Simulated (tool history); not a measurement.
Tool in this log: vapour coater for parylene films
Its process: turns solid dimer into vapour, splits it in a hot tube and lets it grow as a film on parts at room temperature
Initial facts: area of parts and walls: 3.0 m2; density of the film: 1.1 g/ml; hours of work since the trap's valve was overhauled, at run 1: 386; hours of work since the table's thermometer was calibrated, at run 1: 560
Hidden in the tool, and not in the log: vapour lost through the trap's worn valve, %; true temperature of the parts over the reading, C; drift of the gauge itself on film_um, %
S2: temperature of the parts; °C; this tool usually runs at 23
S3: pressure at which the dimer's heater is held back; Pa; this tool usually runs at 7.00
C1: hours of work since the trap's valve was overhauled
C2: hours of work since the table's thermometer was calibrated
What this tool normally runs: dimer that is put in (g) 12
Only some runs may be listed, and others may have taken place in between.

{"run": 1, "hour": 0.0, "dimer that is put in (g)": 12, "S2": 23, "S3": 7.0, "C1": 386, "C2": 560, "thickness of the film (nm)": 1730}
{"run": 2, "hour": 28.9, "dimer that is put in (g)": 12, "S2": 20, "S3": 7.0, "C1": 405, "C2": 579, "thickness of the film (nm)": 1860}
{"run": 3, "hour": 72.1, "dimer that is put in (g)": 12, "S2": 29, "S3": 7.0, "C1": 434, "C2": 607, "thickness of the film (nm)": 1470}
{"run": 4, "hour": 93.7, "dimer that is put in (g)": 12, "S2": 23, "S3": 7.0, "C1": 448, "C2": 621, "thickness of the film (nm)": 1730}
{"run": 5, "hour": 114.0, "dimer that is put in (g)": 12, "S2": 23, "S3": 7.0, "C1": 461, "C2": 634, "thickness of the film (nm)": 1740}
{"hour": 138.3, "done": "trap's valve overhauled"}
{"run": 6, "hour": 150.1, "dimer that is put in (g)": 12, "S2": 23, "S3": 7.0, "C1": 8, "C2": 655, "thickness of the film (nm)": 1710}
{"run": 7, "hour": 190.1, "dimer that is put in (g)": 12, "S2": 23, "S3": 7.0, "C1": 34, "C2": 682, "thickness of the film (nm)": 1730}
{"run": 8, "hour": 222.4, "dimer that is put in (g)": 12, "S2": 23, "S3": 7.0, "C1": 55, "C2": 703, "thickness of the film (nm)": 1710}
{"run": 9, "hour": 240.9, "dimer that is put in (g)": 12, "S2": 23, "S3": 7.0, "C1": 67, "C2": 715, "thickness of the film (nm)": 1740}
{"run": 10, "hour": 283.0, "dimer that is put in (g)": 12, "S2": 23, "S3": 7.0, "C1": 95, "C2": 743, "thickness of the film (nm)": 1680}
{"run": 11, "hour": 304.8, "dimer that is put in (g)": 12, "S2": 16, "S3": 8.33, "C1": 109, "C2": 757, "thickness of the film (nm)": 2000}
{"run": 12, "hour": 343.8, "dimer that is put in (g)": 12, "S2": 16, "S3": 8.33, "C1": 135, "C2": 783, "thickness of the film (nm)": 2010}
{"run": 13, "hour": 375.6, "dimer that is put in (g)": 12, "S2": 16, "S3": 8.33, "C1": 156, "C2": 803, "thickness of the film (nm)": 1950}
{"run": 14, "hour": 399.8, "dimer that is put in (g)": 6, "S2": 35, "S3": 3.54, "C1": 172, "C2": 819, "thickness of the film (nm)": 720}
{"run": 15, "hour": 439.1, "dimer that is put in (g)": 6, "S2": 17, "S3": 11.77, "C1": 197, "C2": 845, "thickness of the film (nm)": 920}
{"run": 16, "hour": 474.7, "dimer that is put in (g)": 6, "S2": 17, "S3": 11.77, "C1": 221, "C2": 868, "thickness of the film (nm)": 920}

The next listed run, before its measurement:
{"run": 17, "hour": 497.2, "dimer that is put in (g)": 19, "S2": 23, "S3": 2.54, "C1": 235, "C2": 883, "thickness of the film (nm)": "?"}

{"run 17": {"thickness of the film (nm)": 3060}}
Were there no unlogged condition in the tool, this run, its random variation unchanged, would have produced thickness of the film (nm) 3070.

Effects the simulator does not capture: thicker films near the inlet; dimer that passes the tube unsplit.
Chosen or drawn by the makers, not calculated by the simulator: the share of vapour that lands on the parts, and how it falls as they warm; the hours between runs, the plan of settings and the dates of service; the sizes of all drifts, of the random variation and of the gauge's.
